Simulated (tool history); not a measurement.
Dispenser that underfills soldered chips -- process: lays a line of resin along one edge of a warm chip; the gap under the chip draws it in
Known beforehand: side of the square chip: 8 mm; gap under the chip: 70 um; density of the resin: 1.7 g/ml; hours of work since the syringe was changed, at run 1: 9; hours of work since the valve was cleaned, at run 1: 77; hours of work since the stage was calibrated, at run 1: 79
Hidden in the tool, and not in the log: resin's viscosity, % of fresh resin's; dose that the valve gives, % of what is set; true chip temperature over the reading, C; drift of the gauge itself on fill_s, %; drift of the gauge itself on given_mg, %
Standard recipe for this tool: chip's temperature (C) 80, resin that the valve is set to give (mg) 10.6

run	hour	chip's temperature (C)	resin that the valve is set to give (mg)	hours of work since the syringe was changed	hours of work since the valve was cleaned	hours of work since the stage was calibrated	time until the resin shows at the far edge (s)	resin that the valve gave (mg)
1	0.0	80	10.6	9	77	79	41.7	10.01
# hour 0.6: new syringe of resin
2	3.8	80	10.6	2	80	81	27.7	9.85
3	6.4	80	10.6	4	81	83	30.5	9.89
4	9.8	80	10.6	6	84	85	35.8	9.85
5	13.7	80	10.6	9	86	88	41.6	9.84
# hour 14.3: new syringe of resin
6	17.7	80	10.6	2	89	91	28.2	9.89
7	20.4	80	10.6	4	90	92	31.7	9.92
8	24.7	80	10.6	7	93	95	38.4	9.78
# hour 28.2: new syringe of resin
9	28.7	80	10.6	0	96	98	26.1	9.76
10	32.1	77	10.6	3	98	100	32.9	9.82
11	36.6	80	10.6	6	101	103	35.3	9.69
12	41.2	80	10.6	9	104	106	43.5	9.73
# hour 41.8: new syringe of resin
13	45.1	80	10.6	2	106	108	29.4	9.75
14	47.3	80	10.6	4	108	110	31.1	9.61
15	51.6	80	10.6	6	111	113	38.1	9.55
# hour 55.6: new syringe of resin
16	56.1	80	10.6	0	114	115	25.8	9.74
17	60.6	71	9.7	3	117	118	43.4	8.75
18	65.0	84	9.8	6	119	121	34.8	8.86
19	67.6	83	10.7	8	121	123	37.7	9.54
# hour 69.5: new syringe of resin
20	70.6	78	12.9	1	123	125	28.0	11.79
21	72.9	75	10.5	2	125	126	34.7	9.48
22	76.9	75	10.5	5	127	129	41.2	9.41
23	78.9	75	10.5	6	129	130	44.6	9.40
# hour 83.1: new syringe of resin
24	83.1	71	13.2	0	131	133	33.1	11.82
25	86.6	71	13.2	2	133	135	38.4	11.82
26	90.9	71	13.2	5	136	138	46.1	11.71
# hour 95.4: dispensing valve cleaned and set on the balance
27	95.7	85	9.3	8	0	141	35.5	9.41
# hour 97.8: new syringe of resin
28	99.0	86	12.0	1	2	143	21.2	11.90
29	103.6	88	12.0	4	5	146	24.1	11.93
30	107.4	88	12.0	6	8	148	28.4	11.90

4 ways to go on from here, each from the tool as it stands after run 30. What would each give?
# hour 111.4: new syringe of resin
A	111.5	84	12.0	0	10	151	?	?
# hour 111.4: new syringe of resin
B	111.5	73	10.1	0	10	151	?	?
# hour 111.4: new syringe of resin
C	111.5	91	12.0	0	10	151	?	?
# hour 111.4: new syringe of resin
D	111.5	89	13.5	0	10	151	?	?

run	time until the resin shows at the far edge (s)	resin that the valve gave (mg)
A	21.3	11.84
B	32.7	10.00
C	17.3	11.87
D	18.4	13.49
Without the tool's hidden state the same runs would have given:
run	time until the resin shows at the far edge (s)	resin that the valve gave (mg)
A	20.4	11.95
B	31.2	10.09
C	16.6	11.98
D	17.7	13.61
